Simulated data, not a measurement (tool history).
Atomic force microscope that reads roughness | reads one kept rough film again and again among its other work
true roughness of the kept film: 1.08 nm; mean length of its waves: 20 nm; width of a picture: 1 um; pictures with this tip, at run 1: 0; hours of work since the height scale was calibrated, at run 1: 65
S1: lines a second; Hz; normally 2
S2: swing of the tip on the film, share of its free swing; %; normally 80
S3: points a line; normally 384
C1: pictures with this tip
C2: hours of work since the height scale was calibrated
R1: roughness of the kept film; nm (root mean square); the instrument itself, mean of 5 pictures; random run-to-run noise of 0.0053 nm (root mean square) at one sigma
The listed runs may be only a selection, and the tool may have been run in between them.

| run | day | S1 | S2 | S3 | C1 | C2 | R1 |
|---|---|---|---|---|---|---|---|
| 1 | 0 | 2 | 80 | 384 | 0 | 65 | 0.84 |
| 2 | 0.938 | 0.52 | 80 | 384 | 50 | 82 | 0.795 |
| 3 | 1.788 | 2 | 80 | 384 | 96 | 98 | 0.652 |
|  | 2.196 | new tip fitted |
| 4 | 2.733 | 2 | 80 | 384 | 29 | 115 | 0.791 |
| 5 | 3.254 | 0.63 | 80 | 384 | 57 | 125 | 0.77 |
| 6 | 3.733 | 3.06 | 80 | 384 | 82 | 133 | 0.643 |
|  | 4.408 | new tip fitted |
| 7 | 4.596 | 1.07 | 80 | 384 | 10 | 149 | 0.865 |
| 8 | 5.246 | 1.07 | 80 | 384 | 45 | 161 | 0.785 |
| 9 | 5.958 | 3.11 | 80 | 549 | 83 | 174 | 0.638 |
| 10 | 6.392 | 3.11 | 80 | 549 | 106 | 182 | 0.595 |
|  | 6.583 | new tip fitted |
| 11 | 7.171 | 3.11 | 80 | 549 | 32 | 196 | 0.746 |
| 12 | 7.912 | 2 | 80 | 356 | 71 | 210 | 0.689 |
|  | 8.742 | new tip fitted |
| 13 | 8.942 | 2 | 80 | 356 | 10 | 229 | 0.838 |
| 14 | 9.612 | 2 | 80 | 356 | 46 | 241 | 0.745 |
| 15 | 10.242 | 0.82 | 80 | 310 | 80 | 253 | 0.721 |

Alternative continuations, all from the tool just after run 15; predict every row:
|  | 10.954 | new tip fitted |
| A | 11.212 | 1.81 | 73 | 342 | 14 | 270 | ? |
|  | 10.954 | new tip fitted |
| B | 11.212 | 1.09 | 80 | 384 | 14 | 270 | ? |
|  | 10.954 | new tip fitted |
| C | 11.212 | 3.07 | 89 | 1015 | 14 | 270 | ? |

| run | R1 |
|---|---|
| A | 0.851 |
| B | 0.852 |
| C | 0.719 |
Without the tool's unlogged condition, the same runs would have read:
| run | R1 |
|---|---|
| A | 0.895 |
| B | 0.897 |
| C | 0.757 |
